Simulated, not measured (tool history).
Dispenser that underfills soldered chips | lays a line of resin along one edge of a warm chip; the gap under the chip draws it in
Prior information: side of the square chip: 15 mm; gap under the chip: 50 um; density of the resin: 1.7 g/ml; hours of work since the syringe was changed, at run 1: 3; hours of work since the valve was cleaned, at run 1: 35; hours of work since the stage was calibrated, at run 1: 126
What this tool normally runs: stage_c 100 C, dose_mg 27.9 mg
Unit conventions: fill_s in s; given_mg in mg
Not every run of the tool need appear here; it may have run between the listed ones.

run   hour  stage_c  dose_mg  hours of work since the syringe was changed  hours of work since the valve was cleaned  hours of work since the stage was calibrated  fill_s  given_mg
  1    0.0      100     27.9                                            3                                         35                                           126   309.9     27.09
  2    3.3      100     27.9                                            5                                         37                                           128   329.1     27.10
       5.6  -- new syringe of resin
  3   10.0      100     27.9                                            3                                         41                                           132   300.8     26.92
      11.7  -- dispensing valve cleaned and set on the balance
  4   14.6      100     27.9                                            5                                          2                                           134   328.8     27.83
      17.5  -- new syringe of resin
  5   18.9      100     27.9                                            1                                          4                                           137   279.5     27.80
  6   24.8      100     27.9                                            5                                          8                                           140   313.7     27.73
      28.5  -- new syringe of resin
  7   31.1       85     27.9                                            2                                         12                                           144   488.8     27.69
  8   37.9       85     27.9                                            6                                         16                                           149   579.7     27.59
      39.5  -- new syringe of resin
  9   42.5       85     27.9                                            2                                         19                                           151   512.2     27.35
 10   48.4       85     27.9                                            6                                         23                                           155   575.7     27.40
      50.2  -- new syringe of resin
 11   55.9       85     27.9                                            4                                         28                                           160   539.2     27.21
      61.4  -- new syringe of resin
 12   61.9      105     27.9                                            0                                         31                                           163   237.6     27.11
 13   65.7       91     24.4                                            3                                         34                                           166   434.0     23.67
 14   71.5       93     27.9                                            6                                         37                                           170   443.0     26.91
      72.4  -- new syringe of resin
 15   76.0      103     27.9                                            2                                         40                                           172   275.8     26.81
      79.2  -- dispensing valve cleaned and set on the balance
      84.1  -- new syringe of resin
 16   84.5       94     28.4                                            0                                          3                                           177   347.2     28.27
 17   91.3       94     28.4                                            5                                          8                                           181   402.5     28.08
      95.0  -- new syringe of resin
 18   97.6       94     28.4                                            2                                         11                                           185   355.5     28.09
 19  102.3       85     24.3                                            5                                         14                                           188   565.3     23.99
     106.0  -- new syringe of resin
 20  107.1       98     24.0                                            1                                         17                                           191   311.4     23.48
 21  110.2      101     24.0                                            3                                         19                                           193   301.2     23.56
 22  115.0      101     32.7                                            6                                         22                                           196   314.0     32.00
     116.8  -- new syringe of resin
 23  121.7      108     24.9                                            3                                         27                                           200   241.0     24.29
     127.6  -- new syringe of resin
 24  127.8      108     24.9                                            0                                         30                                           204   213.7     24.18

Forecast each of these 4 alternatives for the next run:
  A  135.1       94     31.5                                            5                                         35                                           209       ?         ?
  B  135.1      102     27.1                                            5                                         35                                           209       ?         ?
  C  135.1      109     25.0                                            5                                         35                                           209       ?         ?
  D  135.1      101     27.9                                            5                                         35                                           209       ?         ?

run  fill_s  given_mg
  A   389.0     30.42
  B   301.6     26.11
  C   243.3     24.06
  D   309.1     26.95
Take away the tool's hidden state, keep each run's random variation, and the runs would have read:
run  fill_s  given_mg
  A   345.8     31.49
  B   266.7     27.03
  C   214.4     24.91
  D   273.7     27.90
